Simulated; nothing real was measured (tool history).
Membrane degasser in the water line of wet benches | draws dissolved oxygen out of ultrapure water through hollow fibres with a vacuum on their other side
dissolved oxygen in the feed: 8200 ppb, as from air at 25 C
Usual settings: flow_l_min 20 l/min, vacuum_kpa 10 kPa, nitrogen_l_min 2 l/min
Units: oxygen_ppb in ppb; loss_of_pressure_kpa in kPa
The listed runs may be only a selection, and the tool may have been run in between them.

{"run": 1, "day": 0.0, "flow_l_min": 20, "vacuum_kpa": 10, "nitrogen_l_min": 2, "oxygen_ppb": 168.8, "loss_of_pressure_kpa": 55.49}
{"run": 2, "day": 1.596, "flow_l_min": 20, "vacuum_kpa": 10, "nitrogen_l_min": 2, "oxygen_ppb": 170.2, "loss_of_pressure_kpa": 55.65}
{"day": 3.175, "done": "vacuum gauge calibrated"}
{"run": 3, "day": 3.175, "flow_l_min": 20, "vacuum_kpa": 13, "nitrogen_l_min": 2, "oxygen_ppb": 233.4, "loss_of_pressure_kpa": 55.16}
{"run": 4, "day": 5.204, "flow_l_min": 20, "vacuum_kpa": 13, "nitrogen_l_min": 1.04, "oxygen_ppb": 415.9, "loss_of_pressure_kpa": 55.27}
{"run": 5, "day": 6.267, "flow_l_min": 20, "vacuum_kpa": 13, "nitrogen_l_min": 1.04, "oxygen_ppb": 411.8, "loss_of_pressure_kpa": 55.56}
{"run": 6, "day": 7.479, "flow_l_min": 20, "vacuum_kpa": 13, "nitrogen_l_min": 1.04, "oxygen_ppb": 416.9, "loss_of_pressure_kpa": 55.69}
{"run": 7, "day": 8.321, "flow_l_min": 20, "vacuum_kpa": 21.4, "nitrogen_l_min": 2, "oxygen_ppb": 415.8, "loss_of_pressure_kpa": 55.3}
{"run": 8, "day": 9.638, "flow_l_min": 20, "vacuum_kpa": 21.4, "nitrogen_l_min": 2, "oxygen_ppb": 422, "loss_of_pressure_kpa": 55.54}
{"run": 9, "day": 11.004, "flow_l_min": 20, "vacuum_kpa": 21.4, "nitrogen_l_min": 2, "oxygen_ppb": 414.5, "loss_of_pressure_kpa": 55.23}
{"run": 10, "day": 12.471, "flow_l_min": 20, "vacuum_kpa": 10, "nitrogen_l_min": 2, "oxygen_ppb": 167.6, "loss_of_pressure_kpa": 55.44}
{"run": 11, "day": 14.404, "flow_l_min": 20, "vacuum_kpa": 10, "nitrogen_l_min": 2, "oxygen_ppb": 168.9, "loss_of_pressure_kpa": 55.46}
{"run": 12, "day": 15.85, "flow_l_min": 20, "vacuum_kpa": 10, "nitrogen_l_min": 2, "oxygen_ppb": 172.1, "loss_of_pressure_kpa": 54.92}
{"run": 13, "day": 16.833, "flow_l_min": 20, "vacuum_kpa": 10, "nitrogen_l_min": 2, "oxygen_ppb": 171.6, "loss_of_pressure_kpa": 54.67}
{"run": 14, "day": 18.067, "flow_l_min": 20, "vacuum_kpa": 10, "nitrogen_l_min": 2, "oxygen_ppb": 168.9, "loss_of_pressure_kpa": 54.64}
{"run": 15, "day": 19.458, "flow_l_min": 20, "vacuum_kpa": 10, "nitrogen_l_min": 2, "oxygen_ppb": 167.7, "loss_of_pressure_kpa": 55.11}
{"run": 16, "day": 20.696, "flow_l_min": 20, "vacuum_kpa": 10, "nitrogen_l_min": 2, "oxygen_ppb": 169.6, "loss_of_pressure_kpa": 54.87}
{"run": 17, "day": 22.175, "flow_l_min": 20, "vacuum_kpa": 10, "nitrogen_l_min": 2, "oxygen_ppb": 169.7, "loss_of_pressure_kpa": 54.98}
{"run": 18, "day": 23.567, "flow_l_min": 20, "vacuum_kpa": 10, "nitrogen_l_min": 2, "oxygen_ppb": 168.5, "loss_of_pressure_kpa": 54.52}
{"run": 19, "day": 25.342, "flow_l_min": 19, "vacuum_kpa": 21.7, "nitrogen_l_min": 0.94, "oxygen_ppb": 767.5, "loss_of_pressure_kpa": 51.96}
{"run": 20, "day": 26.746, "flow_l_min": 19, "vacuum_kpa": 21.7, "nitrogen_l_min": 0.94, "oxygen_ppb": 775.4, "loss_of_pressure_kpa": 52.02}
{"run": 21, "day": 28.683, "flow_l_min": 32, "vacuum_kpa": 20.3, "nitrogen_l_min": 1.12, "oxygen_ppb": 1018.2, "loss_of_pressure_kpa": 86.84}
{"run": 22, "day": 30.658, "flow_l_min": 25, "vacuum_kpa": 7.5, "nitrogen_l_min": 1.85, "oxygen_ppb": 164, "loss_of_pressure_kpa": 68.12}
{"run": 23, "day": 32.5, "flow_l_min": 20, "vacuum_kpa": 21.6, "nitrogen_l_min": 3.08, "oxygen_ppb": 296.3, "loss_of_pressure_kpa": 54.19}
{"run": 24, "day": 33.558, "flow_l_min": 20, "vacuum_kpa": 21.6, "nitrogen_l_min": 3.08, "oxygen_ppb": 289.1, "loss_of_pressure_kpa": 54.71}
{"run": 25, "day": 34.471, "flow_l_min": 20, "vacuum_kpa": 21.6, "nitrogen_l_min": 3.08, "oxygen_ppb": 289.3, "loss_of_pressure_kpa": 54.5}
{"run": 26, "day": 35.8, "flow_l_min": 29, "vacuum_kpa": 21.6, "nitrogen_l_min": 3.08, "oxygen_ppb": 441.6, "loss_of_pressure_kpa": 78.55}
{"run": 27, "day": 37.154, "flow_l_min": 12, "vacuum_kpa": 10, "nitrogen_l_min": 2, "oxygen_ppb": 99.4, "loss_of_pressure_kpa": 32.5}
{"run": 28, "day": 38.671, "flow_l_min": 30, "vacuum_kpa": 15.2, "nitrogen_l_min": 2.14, "oxygen_ppb": 431.5, "loss_of_pressure_kpa": 81.29}
{"run": 29, "day": 40.017, "flow_l_min": 23, "vacuum_kpa": 10, "nitrogen_l_min": 1.51, "oxygen_ppb": 252.5, "loss_of_pressure_kpa": 62.6}
{"run": 30, "day": 41.033, "flow_l_min": 23, "vacuum_kpa": 10, "nitrogen_l_min": 1.51, "oxygen_ppb": 255.2, "loss_of_pressure_kpa": 61.81}
{"day": 41.367, "done": "gauge calibrated"}
{"run": 31, "day": 41.917, "flow_l_min": 23, "vacuum_kpa": 10, "nitrogen_l_min": 1.51, "oxygen_ppb": 252.2, "loss_of_pressure_kpa": 64.25}

Forecast each of these 3 alternatives for the next run:
{"run": "A", "day": 42.996, "flow_l_min": 21, "vacuum_kpa": 10, "nitrogen_l_min": 1.34, "oxygen_ppb": "?", "loss_of_pressure_kpa": "?"}
{"run": "B", "day": 42.996, "flow_l_min": 23, "vacuum_kpa": 10, "nitrogen_l_min": 1.11, "oxygen_ppb": "?", "loss_of_pressure_kpa": "?"}
{"run": "C", "day": 42.996, "flow_l_min": 23, "vacuum_kpa": 18.1, "nitrogen_l_min": 1.37, "oxygen_ppb": "?", "loss_of_pressure_kpa": "?"}

run=A oxygen_ppb=251.4 loss_of_pressure_kpa=58.12
run=B oxygen_ppb=322.5 loss_of_pressure_kpa=64
run=C oxygen_ppb=559.3 loss_of_pressure_kpa=64.46
Stripped of hidden state, with their random variation kept, the same runs would have yielded:
run=A oxygen_ppb=251.3 loss_of_pressure_kpa=58.16
run=B oxygen_ppb=322.3 loss_of_pressure_kpa=64.06
run=C oxygen_ppb=559 loss_of_pressure_kpa=64.51
